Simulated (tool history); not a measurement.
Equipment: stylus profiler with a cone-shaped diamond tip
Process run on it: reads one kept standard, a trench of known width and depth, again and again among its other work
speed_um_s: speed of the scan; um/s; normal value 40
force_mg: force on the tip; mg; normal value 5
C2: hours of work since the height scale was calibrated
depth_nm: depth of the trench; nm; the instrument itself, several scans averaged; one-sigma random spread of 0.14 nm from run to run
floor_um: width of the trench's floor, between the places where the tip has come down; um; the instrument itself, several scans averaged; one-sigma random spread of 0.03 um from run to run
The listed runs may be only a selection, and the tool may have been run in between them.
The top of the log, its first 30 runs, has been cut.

run 31 day=24.925 | speed_um_s=53 force_mg=14.67 | scans_with_this_tip=5256 C2=1077 | depth_nm=516.88 floor_um=96.55
run 32 day=25.579 | speed_um_s=156 force_mg=11.97 | scans_with_this_tip=5310 C2=1088 | depth_nm=514.41 floor_um=96.38
run 33 day=26.562 | speed_um_s=78 force_mg=7.99 | scans_with_this_tip=5390 C2=1105 | depth_nm=510.44 floor_um=96.4
run 34 day=27.146 | speed_um_s=143 force_mg=2.09 | scans_with_this_tip=5438 C2=1114 | depth_nm=503.12 floor_um=96.05
run 35 day=28.35 | speed_um_s=142 force_mg=1.93 | scans_with_this_tip=5536 C2=1135 | depth_nm=502.37 floor_um=96.02
run 36 day=28.983 | speed_um_s=22 force_mg=2.46 | scans_with_this_tip=5588 C2=1145 | depth_nm=503.41 floor_um=96.51
run 37 day=29.775 | speed_um_s=22 force_mg=2.46 | scans_with_this_tip=5653 C2=1158 | depth_nm=503.46 floor_um=96.47
run 38 day=30.883 | speed_um_s=19 force_mg=4.23 | scans_with_this_tip=5743 C2=1177 | depth_nm=505.95 floor_um=96.48
run 39 day=31.725 | speed_um_s=61 force_mg=3.29 | scans_with_this_tip=5812 C2=1191 | depth_nm=504.59 floor_um=96.39

Run 40, settings as shown, results not yet in. Your forecast:
run 40 day=32.317 | speed_um_s=61 force_mg=3.29 | scans_with_this_tip=5860 C2=1201 | depth_nm=? floor_um=?

depth_nm: 504.75 nm
floor_um: 96.35 um
The same run, on a tool lacking any hidden state, would have yielded depth_nm 507.23 nm, floor_um 96.81 um.
